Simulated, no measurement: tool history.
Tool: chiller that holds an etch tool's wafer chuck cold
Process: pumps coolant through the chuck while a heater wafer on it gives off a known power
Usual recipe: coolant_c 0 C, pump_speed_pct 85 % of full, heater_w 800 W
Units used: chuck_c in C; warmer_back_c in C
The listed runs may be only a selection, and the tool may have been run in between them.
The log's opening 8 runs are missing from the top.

{"run": 9, "hour": 1137.8, "coolant_c": 0, "pump_speed_pct": 85, "heater_w": 800, "chuck_c": 8.8, "warmer_back_c": 3.51}
{"run": 10, "hour": 1293.8, "coolant_c": 0, "pump_speed_pct": 85, "heater_w": 800, "chuck_c": 8.8, "warmer_back_c": 3.48}
{"run": 11, "hour": 1509.4, "coolant_c": 0, "pump_speed_pct": 97, "heater_w": 800, "chuck_c": 8.2, "warmer_back_c": 3.07}
{"run": 12, "hour": 1663.1, "coolant_c": 0, "pump_speed_pct": 97, "heater_w": 800, "chuck_c": 8.3, "warmer_back_c": 3.07}
{"run": 13, "hour": 1872.5, "coolant_c": 0, "pump_speed_pct": 85, "heater_w": 800, "chuck_c": 8.7, "warmer_back_c": 3.53}
{"run": 14, "hour": 1966.1, "coolant_c": 0, "pump_speed_pct": 66, "heater_w": 800, "chuck_c": 10.1, "warmer_back_c": 4.45}
{"run": 15, "hour": 2084.5, "coolant_c": 0, "pump_speed_pct": 85, "heater_w": 1134, "chuck_c": 12.4, "warmer_back_c": 4.93}
{"run": 16, "hour": 2240.9, "coolant_c": 0, "pump_speed_pct": 85, "heater_w": 691, "chuck_c": 7.5, "warmer_back_c": 3.01}
{"hour": 2275.9, "done": "chiller's thermometer calibrated"}
{"run": 17, "hour": 2416.9, "coolant_c": 0, "pump_speed_pct": 93, "heater_w": 963, "chuck_c": 9.9, "warmer_back_c": 3.85}
{"hour": 2482.9, "done": "coolant changed, channels flushed"}
{"run": 18, "hour": 2567.3, "coolant_c": 0, "pump_speed_pct": 93, "heater_w": 963, "chuck_c": 10.2, "warmer_back_c": 3.86}
{"run": 19, "hour": 2734.4, "coolant_c": 0, "pump_speed_pct": 93, "heater_w": 963, "chuck_c": 10.3, "warmer_back_c": 3.87}
{"run": 20, "hour": 2952.9, "coolant_c": -9, "pump_speed_pct": 83, "heater_w": 400, "chuck_c": -4.6, "warmer_back_c": 1.8}
{"run": 21, "hour": 3136.1, "coolant_c": 4, "pump_speed_pct": 81, "heater_w": 462, "chuck_c": 9.2, "warmer_back_c": 2.08}
{"run": 22, "hour": 3243.0, "coolant_c": 4, "pump_speed_pct": 81, "heater_w": 462, "chuck_c": 9.2, "warmer_back_c": 2.1}
{"run": 23, "hour": 3339.7, "coolant_c": -7, "pump_speed_pct": 97, "heater_w": 803, "chuck_c": 1.3, "warmer_back_c": 3.06}
{"run": 24, "hour": 3554.4, "coolant_c": -7, "pump_speed_pct": 97, "heater_w": 803, "chuck_c": 1.1, "warmer_back_c": 3.07}
{"run": 25, "hour": 3688.9, "coolant_c": -5, "pump_speed_pct": 98, "heater_w": 596, "chuck_c": 1, "warmer_back_c": 2.28}
{"run": 26, "hour": 3842.8, "coolant_c": -5, "pump_speed_pct": 99, "heater_w": 714, "chuck_c": 2.4, "warmer_back_c": 2.72}
{"run": 27, "hour": 4060.2, "coolant_c": 0, "pump_speed_pct": 83, "heater_w": 458, "chuck_c": 5.1, "warmer_back_c": 2.07}
{"run": 28, "hour": 4243.6, "coolant_c": 0, "pump_speed_pct": 83, "heater_w": 458, "chuck_c": 5.1, "warmer_back_c": 2.04}
{"run": 29, "hour": 4363.5, "coolant_c": 5, "pump_speed_pct": 71, "heater_w": 800, "chuck_c": 14.7, "warmer_back_c": 4.15}
{"run": 30, "hour": 4479.1, "coolant_c": -1, "pump_speed_pct": 63, "heater_w": 449, "chuck_c": 4.7, "warmer_back_c": 2.62}
{"run": 31, "hour": 4584.2, "coolant_c": -1, "pump_speed_pct": 78, "heater_w": 734, "chuck_c": 7.5, "warmer_back_c": 3.52}

Predict each of these 5 candidate next runs independently; none follows another, all start after run 31:
{"run": "A", "hour": 4746.3, "coolant_c": -6, "pump_speed_pct": 76, "heater_w": 800, "chuck_c": "?", "warmer_back_c": "?"}
{"run": "B", "hour": 4746.3, "coolant_c": -4, "pump_speed_pct": 80, "heater_w": 725, "chuck_c": "?", "warmer_back_c": "?"}
{"run": "C", "hour": 4746.3, "coolant_c": -3, "pump_speed_pct": 72, "heater_w": 734, "chuck_c": "?", "warmer_back_c": "?"}
{"run": "D", "hour": 4746.3, "coolant_c": -1, "pump_speed_pct": 69, "heater_w": 735, "chuck_c": "?", "warmer_back_c": "?"}
{"run": "E", "hour": 4746.3, "coolant_c": -10, "pump_speed_pct": 85, "heater_w": 800, "chuck_c": "?", "warmer_back_c": "?"}

run=A chuck_c=3.2 warmer_back_c=3.93
run=B chuck_c=4.1 warmer_back_c=3.38
run=C chuck_c=5.7 warmer_back_c=3.75
run=D chuck_c=8.1 warmer_back_c=3.89
run=E chuck_c=-1.3 warmer_back_c=3.48
The same runs, with their run-to-run variation unchanged, on a tool lacking any hidden condition would have given:
run=A chuck_c=3.2 warmer_back_c=3.93
run=B chuck_c=4.1 warmer_back_c=3.38
run=C chuck_c=5.7 warmer_back_c=3.75
run=D chuck_c=8.1 warmer_back_c=3.89
run=E chuck_c=-1.3 warmer_back_c=3.48
